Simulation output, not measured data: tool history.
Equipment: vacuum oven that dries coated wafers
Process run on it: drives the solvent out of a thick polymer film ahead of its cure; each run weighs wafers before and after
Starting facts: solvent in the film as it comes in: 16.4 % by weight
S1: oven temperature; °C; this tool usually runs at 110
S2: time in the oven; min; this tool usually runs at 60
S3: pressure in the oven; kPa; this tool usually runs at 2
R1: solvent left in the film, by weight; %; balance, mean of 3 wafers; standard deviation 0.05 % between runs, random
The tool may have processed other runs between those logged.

Run 1, hour 0: usual settings. Result: R1 2.33 %.
Run 2, hour 11.8: usual settings. Result: R1 2.39 %.
Run 3, hour 23.5: usual settings. Result: R1 2.42 %.
Run 4, hour 29.5: usual settings. Result: R1 2.31 %.
Run 5, hour 35.3: usual settings but S3 5.5 kPa. Result: R1 3.6 %.
Run 6, hour 48: usual settings but S3 5.5 kPa. Result: R1 3.55 %.
Run 7, hour 61.2: usual settings but S3 5.5 kPa. Result: R1 3.61 %.
Run 8, hour 73: usual settings but S2 69 min. Result: R1 1.93 %.
Run 9, hour 80.9: usual settings but S2 69 min. Result: R1 1.99 %.
Run 10, hour 94.1: usual settings but S2 69 min. Result: R1 1.95 %.
Run 11, hour 105.1: usual settings but S2 69 min. Result: R1 1.96 %.
Run 12, hour 112: usual settings but S2 79 min. Result: R1 1.7 %.
Run 13, hour 126: usual settings but S2 79 min. Result: R1 1.59 %.
Run 14, hour 136: usual settings. Result: R1 2.38 %.
Run 15, hour 143.4: usual settings. Result: R1 2.37 %.
Run 16, hour 151.7: usual settings but S3 1 kPa. Result: R1 2.01 %.
Run 17, hour 163.9: usual settings but S1 101 °C, S2 103 min, S3 1 kPa. Result: R1 2.42 %.
At hour 166.2: vacuum gauge cleaned of residue and calibrated.
Run 18, hour 179.6: usual settings but S1 112 °C. Result: R1 2.01 %.
Run 19, hour 185.7: usual settings but S1 112 °C, S2 87 min. Result: R1 1.23 %.
Run 20, hour 194.5: usual settings but S3 3.55 kPa. Result: R1 2.93 %.
Run 21, hour 204.1: usual settings but S2 74 min, S3 3.55 kPa. Result: R1 2.37 %.
Run 22, hour 212.6: usual settings but S1 107 °C, S2 74 min, S3 1.38 kPa. Result: R1 2.24 %.
Run 23, hour 220.4: usual settings but S1 107 °C, S2 74 min, S3 1.38 kPa. Result: R1 2.25 %.
Run 24, hour 231.9: usual settings but S1 112 °C, S2 43 min, S3 4.62 kPa. Result: R1 3.89 %.
Run 25, hour 242.6: usual settings but S1 112 °C, S2 43 min, S3 4.62 kPa. Result: R1 3.98 %.
At hour 245.4: vacuum gauge cleaned of residue and calibrated, once more.
Run 26, hour 252.4: usual settings but S1 114 °C, S2 90 min, S3 2.65 kPa. Result: R1 1.14 %.
Run 27, hour 261: usual settings but S1 114 °C, S2 90 min, S3 2.65 kPa. Result: R1 1.06 %.
Run 28, hour 273.9: usual settings but S1 114 °C, S2 92 min, S3 6.05 kPa. Result: R1 2.24 %.
Run 29, hour 282.5: usual settings but S1 114 °C, S2 92 min, S3 6.05 kPa. Result: R1 2.23 %.
Run 30, hour 288.6: usual settings but S1 119 °C, S2 39 min, S3 5.12 kPa. Result: R1 2.65 %.
Run 31, hour 295.4: usual settings but S1 106 °C, S2 64 min, S3 1.98 kPa. Result: R1 3.17 %.

What if the next run were any one of these 4? Each begins from the tool's condition after run 31:
Run A, hour 303.9: usual settings but S1 105 °C, S2 97 min, S3 1.48 kPa. Result: R1 ?.
Run B, hour 303.9: usual settings but S1 106 °C, S2 89 min, S3 6.48 kPa. Result: R1 ?.
Run C, hour 303.9: usual settings but S1 97 °C, S2 31 min, S3 3.69 kPa. Result: R1 ?.
Run D, hour 303.9: usual settings but S1 116 °C, S2 64 min, S3 1.98 kPa. Result: R1 ?.

run    R1
  A  1.85
  B  3.93
  C  9.43
  D  1.22
Stripped of hidden state, with their random variation kept, the same runs would have yielded:
run    R1
  A  1.82
  B  3.89
  C  9.39
  D   1.2
